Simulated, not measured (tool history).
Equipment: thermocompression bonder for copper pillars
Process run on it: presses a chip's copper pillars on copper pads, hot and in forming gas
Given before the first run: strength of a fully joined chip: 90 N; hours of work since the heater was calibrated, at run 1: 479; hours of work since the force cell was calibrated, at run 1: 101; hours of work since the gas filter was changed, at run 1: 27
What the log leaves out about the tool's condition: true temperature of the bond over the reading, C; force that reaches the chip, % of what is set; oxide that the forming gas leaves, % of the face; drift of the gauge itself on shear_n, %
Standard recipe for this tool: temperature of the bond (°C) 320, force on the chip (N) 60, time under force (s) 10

| run | hour | temperature of the bond (°C) | force on the chip (N) | time under force (s) | hours of work since the heater was calibrated | hours of work since the force cell was calibrated | hours of work since the gas filter was changed | force that shears a chip off (N) |
|---|---|---|---|---|---|---|---|---|
| 1 | 0 | 320 | 60 | 10 | 479 | 101 | 27 | 62.5 |
| 2 | 4 | 320 | 53 | 10 | 481 | 103 | 29 | 59.6 |
| 3 | 8.9 | 320 | 53 | 10 | 484 | 106 | 32 | 59.4 |
| 4 | 15.8 | 295 | 60 | 10 | 487 | 110 | 36 | 52.5 |
| 5 | 22.4 | 320 | 60 | 10 | 491 | 113 | 39 | 61.8 |
| 6 | 29.8 | 320 | 60 | 10 | 495 | 117 | 43 | 60.6 |
| 7 | 35.4 | 320 | 60 | 10 | 498 | 120 | 46 | 61.7 |
| 8 | 42.7 | 320 | 60 | 10 | 502 | 124 | 50 | 61.4 |
| 9 | 48.4 | 320 | 60 | 10 | 505 | 127 | 53 | 61.6 |
| 10 | 54.9 | 320 | 60 | 10 | 508 | 130 | 57 | 61.5 |
|  | 57 | force cell calibrated |
| 11 | 61.7 | 320 | 60 | 10 | 511 | 3 | 59 | 60.6 |
| 12 | 66.8 | 320 | 60 | 10 | 514 | 5 | 62 | 61.6 |
| 13 | 74 | 320 | 60 | 10 | 518 | 9 | 66 | 62.1 |
| 14 | 80.2 | 320 | 60 | 10 | 521 | 12 | 69 | 59.9 |
| 15 | 84.8 | 313 | 40 | 10 | 523 | 15 | 72 | 50.2 |
|  | 90.4 | force cell calibrated, once more |
| 16 | 93.7 | 320 | 54 | 22 | 527 | 2 | 76 | 70.5 |
| 17 | 102 | 320 | 54 | 22 | 532 | 6 | 80 | 70.4 |
| 18 | 106.6 | 320 | 79 | 22 | 534 | 9 | 82 | 76.1 |
| 19 | 111.7 | 320 | 79 | 22 | 537 | 11 | 85 | 74.7 |
| 20 | 120.9 | 312 | 60 | 10 | 542 | 16 | 90 | 57.8 |
| 21 | 129.8 | 345 | 80 | 15 | 547 | 21 | 95 | 77.1 |
| 22 | 137.2 | 334 | 74 | 7 | 550 | 25 | 99 | 62.1 |
| 23 | 146.6 | 296 | 57 | 5 | 555 | 30 | 104 | 38.2 |
| 24 | 153.8 | 296 | 57 | 5 | 559 | 34 | 108 | 38.7 |
| 25 | 162.3 | 296 | 57 | 5 | 564 | 38 | 112 | 39.1 |
|  | 169.3 | forming gas filter changed |
| 26 | 172.1 | 296 | 57 | 5 | 569 | 43 | 1 | 42.2 |
| 27 | 181.5 | 296 | 57 | 5 | 574 | 48 | 7 | 42 |

Entry by entry between the runs, the difference in hidden state between the last listed run before and the first listed run after:
After run 10, before run 11: force cell calibrated (hour 57)
  true temperature of the bond over the reading, C: -1.5 -> -1.6; force that reaches the chip, % of what is set: 100.7 -> 101; oxide that the forming gas leaves, % of the face: 4.19 -> 4.37
  difference, measured minus the result without the unlogged condition, force that shears a chip off (N): -2.8 -> -2.8
After run 15, before run 16: force cell calibrated, once more (hour 90.4)
  force that reaches the chip, % of what is set: 101.1 -> 100.2; oxide that the forming gas leaves, % of the face: 5.11 -> 5.36
  difference, measured minus the result without the unlogged condition, force that shears a chip off (N): -2.8 -> -4.1
After run 25, before run 26: forming gas filter changed (hour 169.3)
  true temperature of the bond over the reading, C: -1.7 -> -1.8; oxide that the forming gas leaves, % of the face: 7.75 -> 0.61
  difference, measured minus the result without the unlogged condition, force that shears a chip off (N): -3.7 -> -0.6
